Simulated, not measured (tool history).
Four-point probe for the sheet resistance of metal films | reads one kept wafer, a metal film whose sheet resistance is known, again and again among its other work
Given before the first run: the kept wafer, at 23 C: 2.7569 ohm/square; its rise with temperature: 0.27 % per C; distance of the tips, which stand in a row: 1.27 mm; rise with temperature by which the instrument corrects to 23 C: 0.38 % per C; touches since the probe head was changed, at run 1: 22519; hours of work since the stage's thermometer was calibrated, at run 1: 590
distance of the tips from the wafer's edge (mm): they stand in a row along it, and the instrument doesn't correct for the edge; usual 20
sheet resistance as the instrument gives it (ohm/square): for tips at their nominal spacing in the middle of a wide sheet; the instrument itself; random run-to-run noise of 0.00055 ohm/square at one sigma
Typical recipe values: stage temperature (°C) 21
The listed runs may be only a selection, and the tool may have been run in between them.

run    hour  stage temperature (°C)  distance of the tips from the wafer's edge (mm)  touches since the probe head was changed  hours of work since the stage's thermometer was calibrated  sheet resistance as the instrument gives it (ohm/square)
  1       0                      21                                               20                                     22519                                                         590                                                  2.749997
  2   123.4                      21                                               20                                     26500                                                         673                                                  2.749632
  3   240.6                      21                                               20                                     30280                                                         751                                                  2.747931
  4   372.7                      21                                                3                                     34541                                                         839                                                  2.980005
  5   496.3                      21                                                7                                     38530                                                         922                                                  2.786195
  6   562.7                      21                                               15                                     40671                                                         966                                                  2.749002
  7   695.5                      21                                               15                                     44955                                                        1055                                                  2.748876
  8     805                      21                                               15                                     48487                                                        1128                                                  2.745904
  9   867.3                      21                                               15                                     50498                                                        1170                                                  2.745513
 10   940.2                      21                                               15                                     52848                                                        1219                                                  2.744144
 11  1063.5                      21                                               20                                     56826                                                        1301                                                  2.739119
 12  1141.3                      21                                               20                                     59335                                                        1353                                                  2.738009
 13  1218.9                      21                                               20                                     61838                                                        1405                                                  2.737894
 14  1279.8                      21                                               20                                     63803                                                        1446                                                  2.735904
 15  1367.3                      21                                               20                                     66625                                                        1504                                                   2.73501
 16  1465.6                      21                                               20                                     69795                                                        1570                                                  2.733817
 17  1570.3                      21                                                6                                     73174                                                        1640                                                  2.790543
 18  1672.4                      21                                                6                                     76469                                                        1708                                                  2.791747
 19  1752.1                      21                                                6                                     79039                                                        1761                                                  2.790226
 20  1831.6                      21                                                6                                     81604                                                        1814                                                  2.789426
 21  1911.9                      21                                               20                                     84193                                                        1868                                                  2.729831
 22  2037.9                      21                                               20                                     88259                                                        1952                                                  2.729407
 23  2115.8                      32                                               20                                     90770                                                        2004                                                  2.698252
 24  2177.9                      32                                               20                                     92773                                                        2046                                                  2.697946
     2219.6  -- stage's thermometer calibrated
 25  2247.4                      32                                               20                                     94999                                                          19                                                  2.691558
 26  2381.2                      32                                               20                                     99318                                                         108                                                  2.689607
 27  2495.8                      32                                               20                                    103012                                                         185                                                  2.689923
     2590.2  -- new probe head fitted
 28  2596.4                      32                                               20                                       202                                                         251                                                    2.7421
 29  2689.4                      32                                               20                                      3200                                                         313                                                   2.74094
 30  2769.6                      18                                                5                                      5788                                                         367                                                  2.866016
 31  2846.8                      21                                                6                                      8278                                                         419                                                  2.828639
 32  2928.1                      21                                                6                                     10900                                                         473                                                  2.828143
 33  3062.4                      24                                                5                                     15234                                                         563                                                  2.845241
 34  3148.1                      24                                                5                                     17999                                                         620                                                  2.844903
 35  3206.8                      19                                               13                                     19891                                                         659                                                  2.780743
 36  3294.3                      21                                               12                                     22714                                                         718                                                  2.776477
 37  3420.8                      21                                               20                                     26795                                                         802                                                  2.763901
 38  3477.5                      21                                               20                                     28624                                                         840                                                  2.764015
 39  3543.9                      21                                               20                                     30767                                                         884                                                   2.76353
 40  3627.7                      30                                               63                                     33468                                                         940                                                  2.732627
 41  3721.3                      18                                                4                                     36489                                                        1003                                                  2.906181
 42  3829.6                      23                                                3                                     39981                                                        1075                                                  2.988641
 43  3887.2                      23                                                3                                     41840                                                        1114                                                  2.988514
 44  3962.8                      31                                               27                                     44278                                                        1164                                                  2.728396
 45  4068.3                      35                                                7                                     47684                                                        1235                                                  2.760862
 46  4195.4                      32                                                7                                     51784                                                        1320                                                  2.766856

Each row is a separate what-if for the run after 46, all from the same tool condition, not one after another. Results?
  A  4274.8                      32                                               12                                     54342                                                        1373                                                         ?
  B  4274.8                      32                                                5                                     54342                                                        1373                                                         ?
  C  4274.8                      22                                               12                                     54342                                                        1373                                                         ?

run  sheet resistance as the instrument gives it (ohm/square)
  A                                                  2.735523
  B                                                   2.81047
  C                                                  2.763335
Without the tool's hidden state the same runs would have given:
run  sheet resistance as the instrument gives it (ohm/square)
  A                                                  2.748558
  B                                                  2.823824
  C                                                  2.776404
